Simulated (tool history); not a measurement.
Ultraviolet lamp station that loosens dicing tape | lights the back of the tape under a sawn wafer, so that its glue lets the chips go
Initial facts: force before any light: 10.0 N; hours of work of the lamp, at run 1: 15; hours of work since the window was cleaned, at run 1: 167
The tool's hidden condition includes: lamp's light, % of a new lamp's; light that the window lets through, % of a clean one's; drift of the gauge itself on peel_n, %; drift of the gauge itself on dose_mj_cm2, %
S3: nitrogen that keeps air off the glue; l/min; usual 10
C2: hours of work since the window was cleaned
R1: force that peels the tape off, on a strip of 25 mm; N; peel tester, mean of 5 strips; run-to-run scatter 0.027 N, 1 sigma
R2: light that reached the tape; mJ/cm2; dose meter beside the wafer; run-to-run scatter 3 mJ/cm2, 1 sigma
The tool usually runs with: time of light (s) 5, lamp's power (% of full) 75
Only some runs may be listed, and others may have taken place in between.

run 1 hour=0 | time_of_light_(s)=5 lamp's_power_(%_of_full)=75 S3=10 | hours_of_work_of_the_lamp=15 C2=167 | R1=1.314 R2=448
run 2 hour=7.4 | time_of_light_(s)=5 lamp's_power_(%_of_full)=91 S3=10 | hours_of_work_of_the_lamp=19 C2=171 | R1=0.856 R2=541
run 3 hour=12.1 | time_of_light_(s)=5 lamp's_power_(%_of_full)=91 S3=10 | hours_of_work_of_the_lamp=21 C2=174 | R1=0.867 R2=539
run 4 hour=21.1 | time_of_light_(s)=5 lamp's_power_(%_of_full)=91 S3=10 | hours_of_work_of_the_lamp=26 C2=179 | R1=0.857 R2=544
run 5 hour=28.9 | time_of_light_(s)=5 lamp's_power_(%_of_full)=75 S3=10 | hours_of_work_of_the_lamp=30 C2=183 | R1=1.314 R2=455
run 6 hour=33.7 | time_of_light_(s)=5 lamp's_power_(%_of_full)=75 S3=10 | hours_of_work_of_the_lamp=33 C2=186 | R1=1.3 R2=434
run 7 hour=40.9 | time_of_light_(s)=5 lamp's_power_(%_of_full)=75 S3=10 | hours_of_work_of_the_lamp=37 C2=189 | R1=1.298 R2=444
run 8 hour=47.5 | time_of_light_(s)=5 lamp's_power_(%_of_full)=75 S3=10 | hours_of_work_of_the_lamp=40 C2=193 | R1=1.324 R2=445
run 9 hour=52.6 | time_of_light_(s)=5 lamp's_power_(%_of_full)=75 S3=10 | hours_of_work_of_the_lamp=43 C2=196 | R1=1.311 R2=447
run 10 hour=60.5 | time_of_light_(s)=5 lamp's_power_(%_of_full)=75 S3=6 | hours_of_work_of_the_lamp=47 C2=200 | R1=1.815 R2=446
run 11 hour=66.2 | time_of_light_(s)=7 lamp's_power_(%_of_full)=75 S3=6 | hours_of_work_of_the_lamp=51 C2=203 | R1=0.941 R2=621
run 12 hour=70.7 | time_of_light_(s)=7 lamp's_power_(%_of_full)=75 S3=6 | hours_of_work_of_the_lamp=53 C2=205 | R1=0.935 R2=621
run 13 hour=80.5 | time_of_light_(s)=7 lamp's_power_(%_of_full)=75 S3=6 | hours_of_work_of_the_lamp=58 C2=211 | R1=0.944 R2=630
run 14 hour=90.6 | time_of_light_(s)=4 lamp's_power_(%_of_full)=64 S3=8 | hours_of_work_of_the_lamp=64 C2=216 | R1=2.8 R2=303
run 15 hour=100 | time_of_light_(s)=6 lamp's_power_(%_of_full)=96 S3=13 | hours_of_work_of_the_lamp=69 C2=221 | R1=0.385 R2=687
run 16 hour=104.1 | time_of_light_(s)=6 lamp's_power_(%_of_full)=96 S3=13 | hours_of_work_of_the_lamp=71 C2=223 | R1=0.377 R2=684
run 17 hour=114 | time_of_light_(s)=6 lamp's_power_(%_of_full)=78 S3=9 | hours_of_work_of_the_lamp=76 C2=229 | R1=0.869 R2=561
run 18 hour=120 | time_of_light_(s)=6 lamp's_power_(%_of_full)=78 S3=9 | hours_of_work_of_the_lamp=79 C2=232 | R1=0.897 R2=559
run 19 hour=125.7 | time_of_light_(s)=6 lamp's_power_(%_of_full)=78 S3=9 | hours_of_work_of_the_lamp=83 C2=235 | R1=0.895 R2=560
run 20 hour=134.1 | time_of_light_(s)=4 lamp's_power_(%_of_full)=81 S3=8 | hours_of_work_of_the_lamp=87 C2=239 | R1=1.985 R2=386
run 21 hour=139.2 | time_of_light_(s)=2 lamp's_power_(%_of_full)=89 S3=12 | hours_of_work_of_the_lamp=90 C2=242 | R1=3.393 R2=213
run 22 hour=145.5 | time_of_light_(s)=4 lamp's_power_(%_of_full)=75 S3=10 | hours_of_work_of_the_lamp=93 C2=246 | R1=1.929 R2=357
run 23 hour=152.7 | time_of_light_(s)=5 lamp's_power_(%_of_full)=75 S3=9 | hours_of_work_of_the_lamp=97 C2=249 | R1=1.422 R2=439
-- hour=154.4 window cleaned of glue's vapour
run 24 hour=160.9 | time_of_light_(s)=2 lamp's_power_(%_of_full)=69 S3=3 | hours_of_work_of_the_lamp=101 C2=3 | R1=6.288 R2=169
run 25 hour=170.3 | time_of_light_(s)=7 lamp's_power_(%_of_full)=60 S3=3 | hours_of_work_of_the_lamp=106 C2=9 | R1=2.263 R2=499

Alternative continuations, all from the tool just after run 25; predict every row:
run A hour=176.9 | time_of_light_(s)=4 lamp's_power_(%_of_full)=78 S3=4 | hours_of_work_of_the_lamp=110 C2=12 | R1=? R2=?
run B hour=176.9 | time_of_light_(s)=7 lamp's_power_(%_of_full)=65 S3=5 | hours_of_work_of_the_lamp=110 C2=12 | R1=? R2=?
run C hour=176.9 | time_of_light_(s)=7 lamp's_power_(%_of_full)=60 S3=9 | hours_of_work_of_the_lamp=110 C2=12 | R1=? R2=?
run D hour=176.9 | time_of_light_(s)=6 lamp's_power_(%_of_full)=60 S3=3 | hours_of_work_of_the_lamp=110 C2=12 | R1=? R2=?

run=A R1=2.844 R2=372
run=B R1=1.442 R2=540
run=C R1=1.077 R2=492
run=D R1=2.892 R2=431
Take away the tool's hidden state, keep each run's random variation, and the runs would have read:
run=A R1=2.843 R2=372
run=B R1=1.44 R2=540
run=C R1=1.076 R2=492
run=D R1=2.89 R2=431
